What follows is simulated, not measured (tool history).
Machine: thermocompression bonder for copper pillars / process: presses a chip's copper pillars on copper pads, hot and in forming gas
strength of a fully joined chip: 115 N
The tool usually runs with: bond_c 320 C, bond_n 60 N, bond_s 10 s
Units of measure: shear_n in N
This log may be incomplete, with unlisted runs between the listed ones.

| run | hour | bond_c | bond_n | bond_s | shear_n |
|---|---|---|---|---|---|
| 1 | 0.0 | 320 | 60 | 10 | 47.2 |
| 2 | 19.2 | 320 | 60 | 10 | 47.6 |
| 3 | 44.1 | 333 | 60 | 10 | 53.8 |
| 4 | 68.8 | 320 | 60 | 10 | 46.9 |
| 5 | 85.9 | 320 | 60 | 10 | 46.9 |
| 6 | 98.8 | 320 | 60 | 10 | 47.5 |
| 7 | 123.3 | 320 | 60 | 10 | 47.6 |
| 8 | 136.9 | 320 | 40 | 10 | 32.8 |
| 9 | 152.7 | 320 | 86 | 10 | 64.0 |
| 10 | 171.3 | 320 | 68 | 10 | 53.1 |
| 11 | 187.9 | 320 | 68 | 10 | 52.8 |
|  | 202.6 | heater calibrated with a thermocouple chip |
| 12 | 216.4 | 320 | 45 | 10 | 33.2 |
| 13 | 233.9 | 320 | 45 | 10 | 32.1 |
| 14 | 255.0 | 320 | 45 | 10 | 33.5 |
| 15 | 266.5 | 320 | 45 | 10 | 32.7 |
| 16 | 289.0 | 320 | 45 | 10 | 32.6 |
| 17 | 311.1 | 320 | 45 | 10 | 32.3 |
| 18 | 331.7 | 320 | 45 | 10 | 32.4 |
|  | 349.7 | forming gas filter changed |
| 19 | 352.7 | 320 | 45 | 10 | 34.5 |
| 20 | 365.9 | 320 | 45 | 10 | 33.7 |
| 21 | 390.5 | 326 | 40 | 9 | 31.7 |
| 22 | 411.7 | 326 | 40 | 9 | 30.2 |
| 23 | 422.3 | 326 | 67 | 6 | 41.1 |
| 24 | 435.0 | 322 | 65 | 22 | 62.9 |
| 25 | 460.7 | 322 | 65 | 22 | 62.6 |
| 26 | 484.1 | 322 | 65 | 22 | 62.5 |
| 27 | 497.6 | 332 | 65 | 22 | 68.6 |
| 28 | 513.1 | 334 | 41 | 21 | 47.9 |
| 29 | 533.9 | 338 | 57 | 9 | 47.6 |
| 30 | 547.1 | 320 | 75 | 7 | 46.1 |
| 31 | 568.1 | 320 | 75 | 7 | 46.6 |
| 32 | 581.3 | 320 | 48 | 21 | 47.7 |
| 33 | 593.9 | 344 | 45 | 15 | 50.5 |
| 34 | 614.2 | 344 | 45 | 15 | 50.3 |
| 35 | 633.7 | 344 | 45 | 15 | 49.5 |
| 36 | 656.9 | 306 | 60 | 10 | 38.3 |
| 37 | 669.1 | 317 | 39 | 10 | 29.3 |
| 38 | 685.3 | 317 | 39 | 10 | 29.5 |
| 39 | 704.3 | 317 | 39 | 10 | 29.1 |

Here are 3 independent what-if runs from the current tool condition. What would each one return?
| A | 717.6 | 317 | 39 | 21 | ? |
| B | 717.6 | 333 | 45 | 22 | ? |
| C | 717.6 | 293 | 60 | 18 | ? |

| run | shear_n |
|---|---|
| A | 39.6 |
| B | 52.5 |
| C | 42.5 |
Without the tool's hidden state the same runs would have given:
| run | shear_n |
|---|---|
| A | 38.0 |
| B | 50.8 |
| C | 40.7 |
